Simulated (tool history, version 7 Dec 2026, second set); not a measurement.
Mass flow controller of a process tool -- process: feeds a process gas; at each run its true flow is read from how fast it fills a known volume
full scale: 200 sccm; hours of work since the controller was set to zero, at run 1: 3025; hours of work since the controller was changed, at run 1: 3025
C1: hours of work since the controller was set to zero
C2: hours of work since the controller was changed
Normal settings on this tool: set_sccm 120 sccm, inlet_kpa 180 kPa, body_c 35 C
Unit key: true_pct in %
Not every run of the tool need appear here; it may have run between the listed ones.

run 1 hour=0 | set_sccm=120 inlet_kpa=180 body_c=35 | C1=3025 C2=3025 | true_pct=99.44
run 2 hour=59.8 | set_sccm=141 inlet_kpa=180 body_c=35 | C1=3048 C2=3048 | true_pct=99.38
run 3 hour=137.9 | set_sccm=141 inlet_kpa=180 body_c=35 | C1=3079 C2=3079 | true_pct=99.28
run 4 hour=191.6 | set_sccm=141 inlet_kpa=180 body_c=35 | C1=3100 C2=3100 | true_pct=99.36
run 5 hour=273.2 | set_sccm=141 inlet_kpa=180 body_c=35 | C1=3132 C2=3132 | true_pct=99.38
run 6 hour=341 | set_sccm=120 inlet_kpa=180 body_c=35 | C1=3159 C2=3159 | true_pct=99.45
run 7 hour=422.3 | set_sccm=120 inlet_kpa=275 body_c=35 | C1=3191 C2=3191 | true_pct=98.87
run 8 hour=487.1 | set_sccm=120 inlet_kpa=275 body_c=35 | C1=3216 C2=3216 | true_pct=98.84
run 9 hour=589.2 | set_sccm=120 inlet_kpa=275 body_c=35 | C1=3256 C2=3256 | true_pct=98.86
run 10 hour=677.9 | set_sccm=120 inlet_kpa=275 body_c=35 | C1=3291 C2=3291 | true_pct=98.91
run 11 hour=726.7 | set_sccm=120 inlet_kpa=275 body_c=35 | C1=3310 C2=3310 | true_pct=98.86
run 12 hour=820.7 | set_sccm=20 inlet_kpa=180 body_c=35 | C1=3347 C2=3347 | true_pct=99.13
run 13 hour=896.4 | set_sccm=20 inlet_kpa=180 body_c=35 | C1=3377 C2=3377 | true_pct=99.09
run 14 hour=939 | set_sccm=20 inlet_kpa=180 body_c=35 | C1=3394 C2=3394 | true_pct=98.91
run 15 hour=1009.1 | set_sccm=120 inlet_kpa=180 body_c=35 | C1=3421 C2=3421 | true_pct=99.35
run 16 hour=1069.3 | set_sccm=120 inlet_kpa=180 body_c=35 | C1=3445 C2=3445 | true_pct=99.28
run 17 hour=1154.8 | set_sccm=120 inlet_kpa=180 body_c=35 | C1=3478 C2=3478 | true_pct=99.3
run 18 hour=1201 | set_sccm=110 inlet_kpa=212 body_c=35 | C1=3497 C2=3497 | true_pct=99.21
run 19 hour=1247.7 | set_sccm=110 inlet_kpa=208 body_c=35 | C1=3515 C2=3515 | true_pct=99.22
run 20 hour=1328.9 | set_sccm=110 inlet_kpa=208 body_c=21 | C1=3547 C2=3547 | true_pct=99.86
run 21 hour=1374.3 | set_sccm=162 inlet_kpa=191 body_c=35 | C1=3565 C2=3565 | true_pct=99.53
run 22 hour=1461.9 | set_sccm=106 inlet_kpa=267 body_c=27 | C1=3599 C2=3599 | true_pct=99.22
run 23 hour=1557.1 | set_sccm=106 inlet_kpa=267 body_c=27 | C1=3636 C2=3636 | true_pct=99.21
run 24 hour=1610 | set_sccm=80 inlet_kpa=180 body_c=35 | C1=3657 C2=3657 | true_pct=99.19
run 25 hour=1695.6 | set_sccm=148 inlet_kpa=180 body_c=20 | C1=3691 C2=3691 | true_pct=100.25
run 26 hour=1789.5 | set_sccm=148 inlet_kpa=180 body_c=20 | C1=3728 C2=3728 | true_pct=100.11
run 27 hour=1866.9 | set_sccm=120 inlet_kpa=269 body_c=35 | C1=3758 C2=3758 | true_pct=99.05
run 28 hour=1925.9 | set_sccm=34 inlet_kpa=235 body_c=32 | C1=3781 C2=3781 | true_pct=99.04
run 29 hour=1980.6 | set_sccm=60 inlet_kpa=157 body_c=30 | C1=3803 C2=3803 | true_pct=99.55

Alternative continuations, all from the tool just after run 29; predict every row:
run A hour=2050.3 | set_sccm=31 inlet_kpa=225 body_c=40 | C1=3830 C2=3830 | true_pct=?
run B hour=2050.3 | set_sccm=60 inlet_kpa=157 body_c=30 | C1=3830 C2=3830 | true_pct=?
run C hour=2050.3 | set_sccm=20 inlet_kpa=221 body_c=24 | C1=3830 C2=3830 | true_pct=?

run=A true_pct=98.53
run=B true_pct=99.5
run=C true_pct=99.43
With the hidden condition removed and each run's random variation left untouched, the same runs would have given:
run=A true_pct=98.53
run=B true_pct=99.51
run=C true_pct=99.41
